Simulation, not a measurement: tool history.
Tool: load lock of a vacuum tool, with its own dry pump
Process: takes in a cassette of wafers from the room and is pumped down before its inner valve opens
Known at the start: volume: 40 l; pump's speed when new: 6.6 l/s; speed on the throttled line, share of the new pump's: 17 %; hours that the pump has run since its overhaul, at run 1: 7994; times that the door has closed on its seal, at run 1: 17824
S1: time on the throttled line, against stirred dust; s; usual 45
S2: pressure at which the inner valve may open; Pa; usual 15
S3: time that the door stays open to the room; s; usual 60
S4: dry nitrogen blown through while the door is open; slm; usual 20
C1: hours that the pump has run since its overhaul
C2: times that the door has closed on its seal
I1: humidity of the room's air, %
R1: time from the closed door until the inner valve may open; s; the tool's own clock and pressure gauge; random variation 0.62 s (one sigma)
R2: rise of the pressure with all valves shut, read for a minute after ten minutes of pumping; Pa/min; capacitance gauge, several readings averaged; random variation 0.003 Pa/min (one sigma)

Run 1, day 0: usual settings; C1 7994; C2 17824; I1 42.6. Result: R1 93.1 s, R2 0.105 Pa/min.
Run 2, day 4.154: usual settings; C1 8093; C2 18138; I1 46.1. Result: R1 95.4 s, R2 0.112 Pa/min.
Run 3, day 9.092: usual settings; C1 8212; C2 18512; I1 41.9. Result: R1 93.7 s, R2 0.118 Pa/min.
Run 4, day 15.021: usual settings; C1 8354; C2 18960; I1 49.8. Result: R1 94.1 s, R2 0.116 Pa/min.
Run 5, day 18.108: usual settings; C1 8428; C2 19194; I1 47. Result: R1 94.4 s, R2 0.122 Pa/min.
Run 6, day 23.975: usual settings; C1 8569; C2 19638; I1 41.9. Result: R1 94 s, R2 0.126 Pa/min.
Run 7, day 26.608: usual settings; C1 8632; C2 19837; I1 44.6. Result: R1 95.4 s, R2 0.127 Pa/min.
Run 8, day 29.9: usual settings; C1 8711; C2 20086; I1 44.7. Result: R1 95.2 s, R2 0.124 Pa/min.
Run 9, day 33.054: usual settings but S1 52 s; C1 8787; C2 20325; I1 43.9. Result: R1 100.7 s, R2 0.126 Pa/min.
Run 10, day 38.896: usual settings but S1 52 s; C1 8927; C2 20767; I1 46.4. Result: R1 100.9 s, R2 0.136 Pa/min.
Run 11, day 44.733: usual settings but S1 52 s; C1 9067; C2 21208; I1 46. Result: R1 101.4 s, R2 0.129 Pa/min.
Run 12, day 50.179: usual settings but S1 52 s; C1 9198; C2 21620; I1 46.3. Result: R1 102 s, R2 0.141 Pa/min.
Run 13, day 55.933: usual settings but S1 52 s; C1 9336; C2 22056; I1 45.4. Result: R1 102.3 s, R2 0.141 Pa/min.
Run 14, day 59.4: usual settings but S1 52 s; C1 9419; C2 22318; I1 48.8. Result: R1 101.2 s, R2 0.148 Pa/min.
Run 15, day 62.783: usual settings but S1 52 s; C1 9500; C2 22574; I1 43.8. Result: R1 101 s, R2 0.137 Pa/min.
Run 16, day 65.671: usual settings but S1 52 s; C1 9570; C2 22792; I1 41.4. Result: R1 100.5 s, R2 0.143 Pa/min.
Run 17, day 69.65: usual settings but S1 52 s; C1 9665; C2 23093; I1 46. Result: R1 101.5 s, R2 0.148 Pa/min.
Run 18, day 74.679: usual settings; C1 9786; C2 23474; I1 44.3. Result: R1 96 s, R2 0.152 Pa/min.
Run 19, day 77.246: usual settings but S1 74 s; C1 9848; C2 23668; I1 45.8. Result: R1 120.2 s, R2 0.159 Pa/min.
Run 20, day 82.508: usual settings but S1 74 s; C1 9974; C2 24066; I1 46.9. Result: R1 118.4 s, R2 0.161 Pa/min.
Run 21, day 86.05: usual settings but S1 74 s; C1 10059; C2 24334; I1 43.7. Result: R1 119.5 s, R2 0.158 Pa/min.
Run 22, day 89.833: usual settings but S1 23 s, S3 32 s, S4 8 slm; C1 10150; C2 24620; I1 44.1. Result: R1 78.5 s, R2 0.159 Pa/min.
Run 23, day 93.9: usual settings but S1 23 s, S3 174 s, S4 8 slm; C1 10247; C2 24928; I1 44.7. Result: R1 77.5 s, R2 0.194 Pa/min.
Run 24, day 98.279: usual settings but S1 23 s, S3 174 s, S4 8 slm; C1 10352; C2 25259; I1 47.9. Result: R1 78.7 s, R2 0.201 Pa/min.
Run 25, day 101.45: usual settings but S1 23 s, S3 174 s, S4 8 slm; C1 10428; C2 25499; I1 45.1. Result: R1 79.7 s, R2 0.209 Pa/min.
Run 26, day 107.038: usual settings but S1 23 s, S2 13 Pa, S3 210 s, S4 8 slm; C1 10562; C2 25922; I1 46.8. Result: R1 79.9 s, R2 0.212 Pa/min.
Run 27, day 109.7: usual settings but S1 23 s, S2 13 Pa, S3 67 s, S4 8 slm; C1 10626; C2 26123; I1 47.5. Result: R1 79 s, R2 0.195 Pa/min.
Run 28, day 115.312: usual settings but S1 70 s, S2 24 Pa, S3 101 s; C1 10761; C2 26548; I1 46.5. Result: R1 113.1 s, R2 0.194 Pa/min.
Run 29, day 118.392: usual settings but S1 32 s, S2 24 Pa, S3 58 s, S4 25 slm; C1 10835; C2 26781; I1 47.7. Result: R1 82.5 s, R2 0.184 Pa/min.
Run 30, day 123.6: usual settings but S3 213 s, S4 23 slm; C1 10960; C2 27175; I1 42. Result: R1 96.8 s, R2 0.202 Pa/min.
Run 31, day 128.383: usual settings but S2 11 Pa, S4 33 slm; C1 11075; C2 27537; I1 44.1. Result: R1 98.5 s, R2 0.178 Pa/min.
Run 32, day 134.279: usual settings but S1 36 s, S2 18 Pa, S4 33 slm; C1 11216; C2 27983; I1 41.2. Result: R1 88.6 s, R2 0.186 Pa/min.
Run 33, day 137.512: usual settings but S1 36 s, S2 18 Pa, S4 33 slm; C1 11294; C2 28228; I1 46.4. Result: R1 88.7 s, R2 0.195 Pa/min.
Run 34, day 140.867: usual settings but S1 36 s, S2 18 Pa, S4 33 slm; C1 11374; C2 28481; I1 44.6. Result: R1 89.2 s, R2 0.196 Pa/min.
Run 35, day 143.7: usual settings but S1 36 s, S2 18 Pa, S4 33 slm; C1 11442; C2 28696; I1 46.1. Result: R1 88.1 s, R2 0.187 Pa/min.
Run 36, day 148.325: usual settings but S1 31 s, S2 26 Pa, S4 17 slm; C1 11553; C2 29046; I1 39. Result: R1 81.3 s, R2 0.2 Pa/min.

Hidden state or all else? Some run-to-run changes of R1, split into what the settings, what came in and random variation would give without the hidden state, and what is left for the hidden state (with any gauge scatter that isn't in both results):
The hidden state here: pump's speed, % of a new pump's; leak at the door's seal, Pa l/s; drift of the gauge itself on ready_s, %; drift of the gauge itself on rise_pa_min, %.
Run 21 -> 22: S1 74 -> 23, S3 60 -> 32, S4 20 -> 8. R1 -41 s: hidden state +1.2, all else -42.2.
Run 27 -> 28: S1 23 -> 70, S2 13 -> 24, S3 67 -> 101, S4 8 -> 20. R1 +34.1 s: hidden state -1.4, all else +35.5.
Run 28 -> 29: S1 70 -> 32, S3 101 -> 58, S4 20 -> 25. R1 -30.6 s: hidden state +0.8, all else -31.4.

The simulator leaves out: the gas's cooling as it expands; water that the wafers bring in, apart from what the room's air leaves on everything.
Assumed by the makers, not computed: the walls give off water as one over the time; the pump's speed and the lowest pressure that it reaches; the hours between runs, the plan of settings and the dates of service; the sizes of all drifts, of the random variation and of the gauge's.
